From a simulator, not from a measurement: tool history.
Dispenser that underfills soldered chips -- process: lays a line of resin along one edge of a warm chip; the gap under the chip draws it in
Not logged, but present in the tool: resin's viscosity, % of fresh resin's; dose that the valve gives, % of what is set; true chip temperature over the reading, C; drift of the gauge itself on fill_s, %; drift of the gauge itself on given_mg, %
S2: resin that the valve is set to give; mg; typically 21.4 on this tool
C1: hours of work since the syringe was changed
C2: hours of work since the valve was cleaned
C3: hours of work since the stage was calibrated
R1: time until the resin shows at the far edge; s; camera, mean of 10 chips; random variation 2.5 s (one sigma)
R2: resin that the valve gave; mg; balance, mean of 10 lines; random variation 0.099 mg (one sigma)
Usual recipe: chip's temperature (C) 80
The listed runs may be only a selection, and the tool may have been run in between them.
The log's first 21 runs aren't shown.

Run 22, hour 85.8: usual settings but chip's temperature (C) 88, S2 21.1 mg; C1 4; C2 14; C3 94. Result: R1 226.4 s, R2 20.67 mg.
Run 23, hour 90.4: usual settings but chip's temperature (C) 88, S2 21.1 mg; C1 7; C2 17; C3 97. Result: R1 265.6 s, R2 20.83 mg.
At hour 91.6: new syringe of resin.
Run 24, hour 95.0: usual settings but chip's temperature (C) 88, S2 21.1 mg; C1 2; C2 20; C3 100. Result: R1 208.7 s, R2 20.81 mg.
Run 25, hour 99.9: usual settings but chip's temperature (C) 88, S2 21.1 mg; C1 6; C2 24; C3 103. Result: R1 245.5 s, R2 20.56 mg.
At hour 103.2: new syringe of resin.
Run 26, hour 105.8: usual settings but chip's temperature (C) 88, S2 21.1 mg; C1 2; C2 27; C3 107. Result: R1 199.1 s, R2 20.55 mg.
Run 27, hour 109.0: usual settings but chip's temperature (C) 88, S2 21.1 mg; C1 4; C2 30; C3 109. Result: R1 221.2 s, R2 20.45 mg.
At hour 114.6: new syringe of resin.
Run 28, hour 114.9: usual settings but chip's temperature (C) 88, S2 21.1 mg; C1 0; C2 33; C3 113. Result: R1 183.6 s, R2 20.45 mg.
Run 29, hour 119.5: usual settings but chip's temperature (C) 74, S2 24.4 mg; C1 3; C2 37; C3 116. Result: R1 402.2 s, R2 23.43 mg.
Run 30, hour 123.2: usual settings but chip's temperature (C) 75, S2 24.8 mg; C1 6; C2 39; C3 119. Result: R1 428.1 s, R2 23.73 mg.
At hour 125.8: new syringe of resin.
Run 31, hour 127.4: usual settings but chip's temperature (C) 76, S2 23.9 mg; C1 1; C2 42; C3 121. Result: R1 336.8 s, R2 22.99 mg.

What will run 32 give?
Run 32, hour 133.3: usual settings but chip's temperature (C) 69, S2 22.3 mg; C1 5; C2 46; C3 125. Result: R1 ?, R2 ?.

R1: 567.1 s
R2: 21.16 mg
Were there no unlogged condition in the tool, this run, its random variation unchanged, would have produced R1 401.1 s, R2 22.15 mg.
